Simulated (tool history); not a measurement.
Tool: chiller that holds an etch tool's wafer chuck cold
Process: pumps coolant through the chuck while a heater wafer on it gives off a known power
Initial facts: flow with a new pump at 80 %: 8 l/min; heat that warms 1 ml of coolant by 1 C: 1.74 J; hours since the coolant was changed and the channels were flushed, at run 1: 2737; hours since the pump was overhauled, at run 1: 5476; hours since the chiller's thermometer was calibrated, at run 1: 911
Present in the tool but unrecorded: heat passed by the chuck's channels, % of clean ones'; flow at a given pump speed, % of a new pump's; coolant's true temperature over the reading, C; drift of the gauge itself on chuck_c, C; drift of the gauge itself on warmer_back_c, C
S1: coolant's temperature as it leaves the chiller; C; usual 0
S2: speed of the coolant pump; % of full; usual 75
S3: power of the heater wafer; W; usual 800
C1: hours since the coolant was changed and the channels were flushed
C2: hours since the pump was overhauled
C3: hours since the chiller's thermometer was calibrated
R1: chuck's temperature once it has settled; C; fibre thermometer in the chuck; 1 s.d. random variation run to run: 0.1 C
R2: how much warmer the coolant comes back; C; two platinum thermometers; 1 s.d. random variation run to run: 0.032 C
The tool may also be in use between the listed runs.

run,hour,S1,S2,S3,C1,C2,C3,R1,R2
1,0.0,0,75,800,2737,5476,911,8.8,4.19
2,103.3,0,75,1088,2841,5580,1015,11.9,5.66
3,239.9,0,75,1088,2977,5716,1151,12.0,5.67
4,375.8,0,84,1088,3113,5852,1287,11.2,5.06
5,499.2,-5,75,800,3237,5976,1410,4.2,4.19
6,597.6,-5,75,800,3335,6074,1509,4.2,4.20
7,691.9,0,75,533,3429,6168,1603,6.3,2.79
8,795.8,0,75,533,3533,6272,1707,6.3,2.80
9,929.2,-9,68,800,3667,6406,1841,1.1,4.81
10,1007.8,0,76,514,3745,6484,1919,6.0,2.71
11,1081.8,10,61,756,3819,6558,1993,20.4,5.10

3 ways to go on from here, each from the tool as it stands after run 11. What would each give?
A,1203.5,-2,75,427,3941,6680,2115,?,?
B,1203.5,10,91,1073,3941,6680,2115,?,?
C,1203.5,-3,62,800,3941,6680,2115,?,?

run,R1,R2
A,3.3,2.30
B,20.8,4.60
C,7.8,5.33
Had the tool no hidden state, the same runs would have come out as:
run,R1,R2
A,2.1,1.99
B,18.6,4.00
C,5.5,4.62
